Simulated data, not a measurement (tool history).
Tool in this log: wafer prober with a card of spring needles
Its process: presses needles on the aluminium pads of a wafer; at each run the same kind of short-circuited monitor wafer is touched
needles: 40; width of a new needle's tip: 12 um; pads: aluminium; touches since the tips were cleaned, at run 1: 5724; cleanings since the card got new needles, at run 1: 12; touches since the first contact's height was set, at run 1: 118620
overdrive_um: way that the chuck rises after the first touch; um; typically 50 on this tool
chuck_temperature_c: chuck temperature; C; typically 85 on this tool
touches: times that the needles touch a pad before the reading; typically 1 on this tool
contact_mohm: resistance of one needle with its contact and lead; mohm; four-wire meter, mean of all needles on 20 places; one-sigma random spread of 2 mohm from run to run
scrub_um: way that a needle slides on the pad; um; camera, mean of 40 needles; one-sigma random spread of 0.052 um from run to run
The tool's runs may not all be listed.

| run | hour | overdrive_um | chuck_temperature_c | touches | touches since the tips were cleaned | cleanings since the card got new needles | touches since the first contact's height was set | contact_mohm | scrub_um |
|---|---|---|---|---|---|---|---|---|---|
| 1 | 0 | 50 | 85 | 1 | 5724 | 12 | 118620 | 386 | 8.16 |
|  | 4.4 | tips cleaned on abrasive film |
| 2 | 5.6 | 50 | 85 | 1 | 664 | 13 | 121691 | 273 | 8.18 |
| 3 | 13.8 | 50 | 85 | 1 | 5268 | 13 | 126295 | 381 | 8.1 |
|  | 19.1 | tips cleaned on abrasive film |
| 4 | 21.1 | 50 | 85 | 1 | 1097 | 14 | 130333 | 294 | 8.13 |
| 5 | 25.6 | 50 | 85 | 1 | 3646 | 14 | 132882 | 360 | 8.19 |
|  | 33.9 | tips cleaned on abrasive film |
| 6 | 33.9 | 50 | 85 | 1 | 0 | 15 | 137470 | 227 | 8.16 |
| 7 | 40.6 | 50 | 27 | 1 | 3767 | 15 | 141237 | 379 | 8.07 |
|  | 48.4 | tips cleaned on abrasive film |
| 8 | 51 | 41 | 85 | 1 | 1427 | 16 | 147023 | 373 | 6.63 |
|  | 52.2 | height of the first contact set anew |
| 9 | 61 | 50 | 85 | 1 | 6893 | 16 | 4953 | 399 | 7.97 |
|  | 63.7 | tips cleaned on abrasive film |
| 10 | 67.3 | 50 | 85 | 1 | 2034 | 17 | 8443 | 351 | 7.87 |
| 11 | 74.1 | 50 | 85 | 1 | 5833 | 17 | 12242 | 398 | 7.98 |
|  | 78.5 | tips cleaned on abrasive film |
| 12 | 78.8 | 50 | 85 | 1 | 125 | 18 | 14824 | 228 | 7.9 |
| 13 | 83.8 | 46 | 86 | 2 | 2961 | 18 | 17660 | 312 | 7.29 |
| 14 | 89.2 | 46 | 86 | 2 | 5997 | 18 | 20696 | 344 | 7.19 |
|  | 93.5 | tips cleaned on abrasive film |
| 15 | 93.9 | 46 | 86 | 2 | 224 | 19 | 23264 | 240 | 7.23 |
| 16 | 99.9 | 51 | 86 | 2 | 3579 | 19 | 26619 | 313 | 8.11 |
|  | 108.2 | tips cleaned on abrasive film |
| 17 | 109.2 | 48 | 85 | 1 | 567 | 20 | 31824 | 275 | 7.57 |
| 18 | 114.9 | 52 | 85 | 2 | 3728 | 20 | 34985 | 310 | 8.21 |

Predict the results of run 19:
|  | 117.1 | height of the first contact set anew, once more |
|  | 123 | tips cleaned on abrasive film |
| 19 | 124.3 | 44 | 98 | 2 | 731 | 21 | 3984 | ? | ? |

contact_mohm: 269 mohm
scrub_um: 7.41 um
Were there no unlogged condition in the tool, this run, its random variation unchanged, would have produced contact_mohm 213 mohm, scrub_um 7.42 um.

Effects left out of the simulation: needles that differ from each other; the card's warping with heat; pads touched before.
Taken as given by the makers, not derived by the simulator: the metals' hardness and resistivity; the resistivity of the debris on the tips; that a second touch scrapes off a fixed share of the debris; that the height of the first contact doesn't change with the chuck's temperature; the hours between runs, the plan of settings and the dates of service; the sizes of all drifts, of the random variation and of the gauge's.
